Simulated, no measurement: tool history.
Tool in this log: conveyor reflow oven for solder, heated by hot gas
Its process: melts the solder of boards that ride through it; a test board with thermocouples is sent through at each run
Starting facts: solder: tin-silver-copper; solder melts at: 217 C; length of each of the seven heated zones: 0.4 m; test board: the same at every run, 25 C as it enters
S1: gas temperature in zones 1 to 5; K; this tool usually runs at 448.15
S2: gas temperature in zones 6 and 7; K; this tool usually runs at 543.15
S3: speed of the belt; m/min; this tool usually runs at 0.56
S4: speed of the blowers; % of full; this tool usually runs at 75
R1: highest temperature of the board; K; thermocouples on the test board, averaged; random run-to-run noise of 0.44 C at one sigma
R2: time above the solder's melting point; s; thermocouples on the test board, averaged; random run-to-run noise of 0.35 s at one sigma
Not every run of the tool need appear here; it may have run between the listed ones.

run	hour	S1	S2	S3	S4	R1	R2
1	0	448.15	543.15	0.56	75	528.25	68.3
2	48.7	461.15	543.15	0.56	75	529.85	74.9
3	89.9	461.15	543.15	0.56	75	529.35	74.2
4	166.8	461.15	543.15	0.56	75	530.15	74.9
5	202	461.15	543.15	0.659	75	524.85	59
6	270.5	448.15	533.15	0.56	75	517.95	59.3
7	319.8	448.15	533.15	0.56	67	516.35	56.7
# hour 366.1: flux residue cleaned out of gas plates and filters
8	371.8	448.15	543.15	0.56	75	529.25	70.2
9	434.3	448.15	543.15	0.56	75	529.65	71.2
10	482.1	448.15	543.15	0.56	75	529.55	70.1
# hour 542.2: thermocouples of zones 6 and 7 changed
11	542.2	448.15	543.15	0.56	75	532.65	71.7
12	608.1	448.15	543.15	0.56	75	532.65	71.9
13	647.7	448.15	543.15	0.56	75	531.15	71.6
14	699.4	448.15	543.15	0.634	75	527.65	59.4
# hour 755.5: belt drive overhauled, speed set with a stopwatch
15	757	448.15	543.15	0.634	84	529.25	59.8
16	795.4	448.15	543.15	0.634	84	528.95	59.6
17	834.5	435.15	534.15	0.46	73	525.05	75.9
18	877.3	448.15	556.15	0.56	75	541.85	75.4
19	910	448.15	556.15	0.56	75	541.15	75.6
20	958.7	458.15	556.15	0.553	52	536.95	77.5
21	1004.8	462.15	543.15	0.56	75	530.95	75.8
22	1077.8	456.15	543.15	0.643	75	525.95	59.2
23	1116.1	457.15	543.15	0.56	90	532.05	74.2
24	1166.7	457.15	555.15	0.548	90	544.25	82.3
25	1198.1	457.15	555.15	0.548	90	543.45	81.9
26	1252.6	457.15	555.15	0.548	90	542.35	82.1
27	1286.3	440.15	551.15	0.548	90	537.05	72.7
# hour 1295.2: flux residue cleaned out of gas plates and filters
28	1359.2	433.15	543.15	0.56	71	527.85	62.2
29	1428.3	433.15	543.15	0.56	71	528.05	61.7
30	1498.5	439.15	547.15	0.486	60	532.95	78.3
31	1535.2	448.15	543.15	0.56	59	525.35	65.5

Here are 3 independent what-if runs from the current tool condition. What would each one return?
A	1605.6	434.15	543.15	0.56	59	?	?
B	1605.6	448.15	543.15	0.56	68	?	?
C	1605.6	448.15	555.15	0.644	83	?	?

run	R1	R2
A	522.75	56.9
B	527.85	67.8
C	537.05	63.8
Without the tool's hidden state the same runs would have given:
run	R1	R2
A	525.35	59.3
B	530.35	69.6
C	540.15	65.2
